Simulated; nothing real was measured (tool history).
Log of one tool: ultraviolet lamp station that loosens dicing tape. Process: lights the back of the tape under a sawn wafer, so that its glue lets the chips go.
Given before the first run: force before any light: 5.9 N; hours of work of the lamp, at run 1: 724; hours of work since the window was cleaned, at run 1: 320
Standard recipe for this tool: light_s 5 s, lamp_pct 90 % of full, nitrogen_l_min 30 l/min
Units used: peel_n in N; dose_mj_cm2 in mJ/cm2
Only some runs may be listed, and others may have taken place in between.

run    day  light_s  lamp_pct  nitrogen_l_min  hours of work of the lamp  hours of work since the window was cleaned  peel_n  dose_mj_cm2
  1  0.000        5        90              30                        724                                         320   0.789          320
  2  0.967        5        90              30                        742                                         338   0.823          319
  3  2.588        5        90              30                        772                                         368   0.830          316
     3.779  -- lamp changed
  4  4.217        5        90              30                          8                                         398   0.553          391
  5  5.133        5        90              30                         25                                         415   0.566          384
  6  6.100        7        81              13                         43                                         433   0.711          484
     6.200  -- window cleaned of glue's vapour
  7  7.096        7        81              13                         61                                          17   0.772          465

The next listed run, before its measurement:
     8.654  -- window cleaned of glue's vapour, once more
  8  8.654        7        81              13                         90                                           0       ?            ?

{"run 8": {"peel_n": 0.644, "dose_mj_cm2": 505}}
Take away the tool's hidden state, keep the run-to-run variation as it was, and the same run would have given peel_n 0.595 N, dose_mj_cm2 525 mJ/cm2.

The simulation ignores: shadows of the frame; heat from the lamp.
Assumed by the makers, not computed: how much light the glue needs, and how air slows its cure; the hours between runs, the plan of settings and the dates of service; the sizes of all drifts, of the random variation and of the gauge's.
